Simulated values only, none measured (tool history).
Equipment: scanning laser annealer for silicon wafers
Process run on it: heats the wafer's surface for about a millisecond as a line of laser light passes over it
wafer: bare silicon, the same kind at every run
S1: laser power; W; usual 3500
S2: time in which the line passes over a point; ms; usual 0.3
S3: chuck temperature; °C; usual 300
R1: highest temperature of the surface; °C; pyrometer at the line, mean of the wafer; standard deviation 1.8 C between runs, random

Run 1, hour 0: usual settings. Result: R1 1001 °C.
Run 2, hour 33.1: usual settings but S3 280 °C. Result: R1 984 °C.
Run 3, hour 92.9: usual settings but S2 0.344 ms, S3 280 °C. Result: R1 1032 °C.
Run 4, hour 146.4: usual settings but S2 0.265 ms. Result: R1 957 °C.
Run 5, hour 187.2: usual settings but S2 0.265 ms. Result: R1 954 °C.
Run 6, hour 241.1: usual settings but S2 0.265 ms. Result: R1 956 °C.
Run 7, hour 288.9: usual settings but S2 0.265 ms. Result: R1 949 °C.
Run 8, hour 342.1: usual settings. Result: R1 989 °C.
Run 9, hour 388.7: usual settings but S1 3558 W. Result: R1 1006 °C.
Run 10, hour 448: usual settings but S1 3558 W. Result: R1 1004 °C.
Run 11, hour 490.1: usual settings but S1 3558 W. Result: R1 1002 °C.
Run 12, hour 522.9: usual settings but S1 3558 W. Result: R1 1002 °C.
Run 13, hour 573.1: usual settings but S1 3558 W, S3 320 °C. Result: R1 1018 °C.
Run 14, hour 598.3: usual settings but S1 3558 W, S3 320 °C. Result: R1 1018 °C.
Run 15, hour 644: usual settings but S1 3036 W, S3 320 °C. Result: R1 880 °C.
Run 16, hour 681.5: usual settings but S1 3036 W, S2 0.227 ms, S3 272 °C. Result: R1 763 °C.
Run 17, hour 710: usual settings but S1 3108 W, S2 0.228 ms, S3 308 °C. Result: R1 814 °C.
Run 18, hour 744.2: usual settings but S1 3439 W, S2 0.228 ms, S3 264 °C. Result: R1 845 °C.
Run 19, hour 796: usual settings but S1 3439 W, S2 0.228 ms, S3 264 °C. Result: R1 839 °C.
Run 20, hour 829.3: usual settings but S3 339 °C. Result: R1 1016 °C.
Run 21, hour 858.5: usual settings but S3 339 °C. Result: R1 1015 °C.
Run 22, hour 888.1: usual settings but S3 339 °C. Result: R1 1013 °C.
Run 23, hour 912.5: usual settings but S3 339 °C. Result: R1 1009 °C.
Run 24, hour 968.7: usual settings but S1 3442 W, S2 0.237 ms, S3 301 °C. Result: R1 887 °C.
Run 25, hour 997.2: usual settings but S2 0.276 ms, S3 283 °C. Result: R1 928 °C.
Run 26, hour 1021.4: usual settings but S1 3106 W, S2 0.239 ms. Result: R1 809 °C.
Run 27, hour 1049.7: usual settings but S1 3024 W. Result: R1 848 °C.
Run 28, hour 1089.8: usual settings but S1 3369 W, S3 284 °C. Result: R1 918 °C.
Run 29, hour 1115.9: usual settings but S1 3369 W, S3 284 °C. Result: R1 915 °C.

Difference, measured minus no-hidden-state, one row per run. Run-to-run variation is common to both terms; the gauge's own scatter need not be:
Hidden state present: light that passes the window, % of a clean one's; laser's true power over the reading, %; width of the line over the set one, %; drift of the gauge itself on peak_c, C.
run   R1
  1  -36
  2  -37
  3  -42
  4  -39
  5  -40
  6  -41
  7  -43
  8  -48
  9  -50
 10  -52
 11  -54
 12  -54
 13  -56
 14  -57
 15  -48
 16  -42
 17  -44
 18  -52
 19  -53
 20  -64
 21  -64
 22  -66
 23  -66
 24  -59
 25  -66
 26  -53
 27  -58
 28  -68
 29  -69
